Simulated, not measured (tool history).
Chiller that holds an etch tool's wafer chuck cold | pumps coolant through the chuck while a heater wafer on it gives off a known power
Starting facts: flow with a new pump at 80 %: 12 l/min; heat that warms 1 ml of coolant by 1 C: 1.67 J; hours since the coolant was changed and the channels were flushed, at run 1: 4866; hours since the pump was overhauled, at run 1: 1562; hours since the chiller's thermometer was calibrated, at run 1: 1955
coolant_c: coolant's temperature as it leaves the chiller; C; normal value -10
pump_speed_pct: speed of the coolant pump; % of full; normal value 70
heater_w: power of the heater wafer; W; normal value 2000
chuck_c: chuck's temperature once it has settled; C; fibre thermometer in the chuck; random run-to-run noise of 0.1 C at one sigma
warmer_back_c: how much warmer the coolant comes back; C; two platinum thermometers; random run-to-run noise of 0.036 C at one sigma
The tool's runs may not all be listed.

| run | hour | coolant_c | pump_speed_pct | heater_w | hours since the coolant was changed and the channels were flushed | hours since the pump was overhauled | hours since the chiller's thermometer was calibrated | chuck_c | warmer_back_c |
|---|---|---|---|---|---|---|---|---|---|
| 1 | 0.0 | -10 | 70 | 2000 | 4866 | 1562 | 1955 | 8.1 | 6.91 |
| 2 | 43.9 | -18 | 70 | 2000 | 4910 | 1606 | 1999 | 0.3 | 6.79 |
| 3 | 73.7 | -18 | 70 | 2000 | 4940 | 1636 | 2029 | 0.2 | 6.86 |
| 4 | 122.3 | -10 | 70 | 1606 | 4989 | 1685 | 2077 | 4.8 | 5.53 |
| 5 | 151.9 | -10 | 70 | 1231 | 5018 | 1714 | 2107 | 1.1 | 4.20 |
| 6 | 181.5 | -10 | 70 | 1231 | 5048 | 1744 | 2137 | 1.2 | 4.25 |
| 7 | 213.5 | -10 | 70 | 2000 | 5080 | 1776 | 2169 | 8.1 | 6.87 |
| 8 | 249.4 | -10 | 70 | 2000 | 5116 | 1812 | 2205 | 8.1 | 6.88 |
| 9 | 283.4 | -10 | 70 | 2000 | 5150 | 1846 | 2239 | 8.2 | 6.92 |
| 10 | 309.7 | -10 | 70 | 2000 | 5176 | 1872 | 2265 | 8.2 | 6.88 |
|  | 329.4 | chiller's thermometer calibrated |
| 11 | 360.0 | -10 | 70 | 2000 | 5225 | 1921 | 31 | 8.3 | 6.86 |
| 12 | 390.0 | -10 | 70 | 2000 | 5255 | 1951 | 61 | 8.0 | 6.79 |
| 13 | 421.2 | -10 | 70 | 2000 | 5287 | 1982 | 92 | 8.2 | 6.77 |
| 14 | 462.2 | -10 | 70 | 2000 | 5327 | 2023 | 133 | 8.2 | 6.84 |
| 15 | 497.7 | -10 | 70 | 2000 | 5363 | 2059 | 168 | 8.2 | 6.76 |
| 16 | 530.9 | -7 | 71 | 2295 | 5396 | 2092 | 201 | 13.7 | 7.74 |
| 17 | 573.7 | -11 | 62 | 2000 | 5439 | 2135 | 244 | 9.1 | 7.77 |
| 18 | 604.6 | -10 | 97 | 2000 | 5470 | 2166 | 275 | 3.8 | 4.85 |
| 19 | 628.9 | -17 | 67 | 2000 | 5494 | 2190 | 299 | 1.7 | 7.09 |
| 20 | 674.5 | -19 | 88 | 1142 | 5540 | 2236 | 345 | -10.4 | 2.97 |
| 21 | 721.5 | -10 | 76 | 1163 | 5587 | 2283 | 392 | -0.2 | 3.59 |
| 22 | 760.6 | 0 | 70 | 1414 | 5626 | 2322 | 431 | 12.7 | 4.73 |
| 23 | 816.0 | -15 | 70 | 2063 | 5681 | 2377 | 487 | 3.7 | 7.02 |
| 24 | 843.6 | -15 | 70 | 2063 | 5709 | 2405 | 514 | 3.7 | 6.98 |
| 25 | 872.6 | -5 | 89 | 1643 | 5738 | 2434 | 543 | 7.2 | 4.24 |
| 26 | 898.3 | -5 | 89 | 1643 | 5764 | 2459 | 569 | 7.0 | 4.27 |
| 27 | 939.5 | -16 | 86 | 2628 | 5805 | 2501 | 610 | 4.2 | 7.18 |
| 28 | 978.6 | -3 | 70 | 2743 | 5844 | 2540 | 649 | 22.0 | 9.32 |
| 29 | 1031.2 | -1 | 70 | 1834 | 5896 | 2592 | 702 | 15.7 | 6.14 |

Hidden state or all else? Some run-to-run changes of warmer_back_c, split into what the settings, what came in and random variation would give without the hidden state, and what is left for the hidden state (with any gauge scatter that isn't in both results):
Hidden state present: heat passed by the chuck's channels, % of clean ones'; flow at a given pump speed, % of a new pump's; coolant's true temperature over the reading, C; drift of the gauge itself on chuck_c, C; drift of the gauge itself on warmer_back_c, C.
Run 2 -> 3: settings left as they were, no log entry in between. warmer_back_c +0.07 C: hidden state -0.01, all else +0.08.
Run 3 -> 4: coolant_c -18 -> -10, heater_w 2000 -> 1606. warmer_back_c -1.33 C: hidden state -0.01, all else -1.32.
Run 19 -> 20: coolant_c -17 -> -19, pump_speed_pct 67 -> 88, heater_w 2000 -> 1142. warmer_back_c -4.12 C: hidden state -0.01, all else -4.11.
Run 28 -> 29: coolant_c -3 -> -1, heater_w 2743 -> 1834. warmer_back_c -3.18 C: hidden state -0.01, all else -3.17.
